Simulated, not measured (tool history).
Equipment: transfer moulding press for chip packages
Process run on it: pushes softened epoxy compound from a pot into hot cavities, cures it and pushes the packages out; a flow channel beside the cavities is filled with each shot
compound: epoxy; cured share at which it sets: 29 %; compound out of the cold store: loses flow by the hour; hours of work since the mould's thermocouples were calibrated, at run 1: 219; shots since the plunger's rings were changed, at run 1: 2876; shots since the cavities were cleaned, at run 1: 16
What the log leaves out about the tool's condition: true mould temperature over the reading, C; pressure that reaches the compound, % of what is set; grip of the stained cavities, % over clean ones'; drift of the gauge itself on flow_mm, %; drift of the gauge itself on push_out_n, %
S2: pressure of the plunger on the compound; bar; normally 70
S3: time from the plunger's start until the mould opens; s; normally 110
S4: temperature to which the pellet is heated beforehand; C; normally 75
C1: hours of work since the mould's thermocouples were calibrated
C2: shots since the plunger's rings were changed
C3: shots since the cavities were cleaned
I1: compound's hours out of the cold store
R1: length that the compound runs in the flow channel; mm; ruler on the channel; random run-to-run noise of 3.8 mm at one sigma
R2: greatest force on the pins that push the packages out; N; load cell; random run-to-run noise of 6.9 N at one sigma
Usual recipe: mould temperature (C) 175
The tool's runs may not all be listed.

Run 1, hour 0: usual settings; C1 219; C2 2876; C3 16; I1 16. Result: R1 833 mm, R2 299 N.
Run 2, hour 11.1: usual settings but S3 93 s; C1 225; C2 2974; C3 114; I1 32.4. Result: R1 751 mm, R2 407 N.
Run 3, hour 17.5: usual settings but S3 93 s; C1 228; C2 3030; C3 170; I1 20.3. Result: R1 818 mm, R2 459 N.
Run 4, hour 24.1: usual settings but S3 93 s; C1 231; C2 3088; C3 228; I1 13. Result: R1 868 mm, R2 483 N.
Run 5, hour 31.7: usual settings but S3 93 s; C1 235; C2 3155; C3 295; I1 33.3. Result: R1 748 mm, R2 475 N.
At hour 43.4: plunger's sealing rings changed.
Run 6, hour 44.1: usual settings but S3 93 s; C1 241; C2 6; C3 382; I1 30. Result: R1 802 mm, R2 519 N.
Run 7, hour 51.7: usual settings but S3 93 s; C1 245; C2 73; C3 449; I1 43.1. Result: R1 733 mm, R2 515 N.
Run 8, hour 62.9: usual settings but S3 93 s; C1 251; C2 172; C3 548; I1 38.1. Result: R1 753 mm, R2 538 N.
Run 9, hour 77.2: usual settings but S3 93 s; C1 258; C2 297; C3 673; I1 39. Result: R1 752 mm, R2 579 N.
Run 10, hour 89.4: usual settings but S2 56.8 bar; C1 264; C2 405; C3 781; I1 11.1. Result: R1 808 mm, R2 533 N.
At hour 101.2: cavities cleaned with cleaning compound and waxed.
Run 11, hour 104.6: usual settings; C1 272; C2 526; C3 30; I1 10.9. Result: R1 905 mm, R2 311 N.
Run 12, hour 117.6: usual settings; C1 278; C2 640; C3 144; I1 44.6. Result: R1 722 mm, R2 342 N.
At hour 120.4: mould's thermocouples calibrated.
Run 13, hour 128.9: usual settings; C1 4; C2 722; C3 226; I1 19.5. Result: R1 845 mm, R2 381 N.
Run 14, hour 139: usual settings; C1 10; C2 811; C3 315; I1 38.2. Result: R1 758 mm, R2 390 N.
Run 15, hour 148.1: usual settings; C1 15; C2 891; C3 395; I1 19. Result: R1 847 mm, R2 432 N.
Run 16, hour 156.8: usual settings; C1 19; C2 968; C3 472; I1 31.7. Result: R1 781 mm, R2 441 N.
Run 17, hour 165.9: usual settings but mould temperature (C) 168; C1 24; C2 1048; C3 552; I1 16.2. Result: R1 885 mm, R2 697 N.
At hour 174.8: mould's thermocouples calibrated, once more.
Run 18, hour 175.1: usual settings but mould temperature (C) 168, S2 74.8 bar, S3 122 s, S4 69 C; C1 0; C2 1111; C3 615; I1 46.3. Result: R1 762 mm, R2 581 N.
Run 19, hour 189.7: usual settings but S4 80 C; C1 8; C2 1240; C3 744; I1 42.5. Result: R1 725 mm, R2 505 N.
Run 20, hour 202.6: usual settings but S4 80 C; C1 15; C2 1353; C3 857; I1 23.3. Result: R1 821 mm, R2 548 N.
At hour 206.8: cavities cleaned with cleaning compound and waxed.
Run 21, hour 217.6: usual settings but S4 66 C; C1 22; C2 1473; C3 96; I1 23.9. Result: R1 814 mm, R2 337 N.
Run 22, hour 231.2: usual settings but mould temperature (C) 176, S2 63.5 bar, S3 100 s, S4 80 C; C1 29; C2 1592; C3 215; I1 43.9. Result: R1 678 mm, R2 376 N.
Run 23, hour 240.6: usual settings but mould temperature (C) 176, S2 63.5 bar, S3 100 s, S4 80 C; C1 34; C2 1675; C3 298; I1 25.7. Result: R1 770 mm, R2 446 N.
Run 24, hour 249.2: usual settings but mould temperature (C) 176, S2 63.5 bar, S3 100 s, S4 80 C; C1 38; C2 1751; C3 374; I1 28.8. Result: R1 749 mm, R2 455 N.
Run 25, hour 259.1: usual settings but mould temperature (C) 180; C1 44; C2 1838; C3 461; I1 47.8. Result: R1 688 mm, R2 399 N.
Run 26, hour 272.3: usual settings but mould temperature (C) 180, S3 140 s; C1 50; C2 1954; C3 577; I1 12.1. Result: R1 860 mm, R2 398 N.
Run 27, hour 285.1: usual settings but mould temperature (C) 178, S2 71.4 bar, S3 99 s, S4 67 C; C1 57; C2 2067; C3 690; I1 20. Result: R1 825 mm, R2 513 N.
Run 28, hour 294.5: usual settings but mould temperature (C) 178, S2 71.4 bar, S3 99 s, S4 67 C; C1 62; C2 2149; C3 772; I1 41.3. Result: R1 722 mm, R2 504 N.
Run 29, hour 302.5: usual settings but mould temperature (C) 178, S2 61.5 bar, S3 109 s, S4 67 C; C1 66; C2 2220; C3 843; I1 28.8. Result: R1 722 mm, R2 506 N.

Alternative continuations, all from the tool just after run 29; predict every row:
At hour 307.4: cavities cleaned with cleaning compound and waxed.
Run A, hour 314.1: usual settings but S4 81 C; C1 72; C2 2309; C3 59; I1 37.6. Result: R1 ?, R2 ?.
At hour 307.4: cavities cleaned with cleaning compound and waxed.
Run B, hour 314.1: usual settings but mould temperature (C) 172, S2 57.9 bar, S3 106 s; C1 72; C2 2309; C3 59; I1 24.5. Result: R1 ?, R2 ?.
At hour 307.4: cavities cleaned with cleaning compound and waxed.
Run C, hour 314.1: usual settings but S4 70 C; C1 72; C2 2309; C3 59; I1 27.6. Result: R1 ?, R2 ?.

run   R1   R2
  A  741  318
  B  742  381
  C  787  311
The same runs, with their run-to-run variation unchanged, on a tool lacking any hidden condition would have given:
run   R1   R2
  A  765  288
  B  766  341
  C  812  281
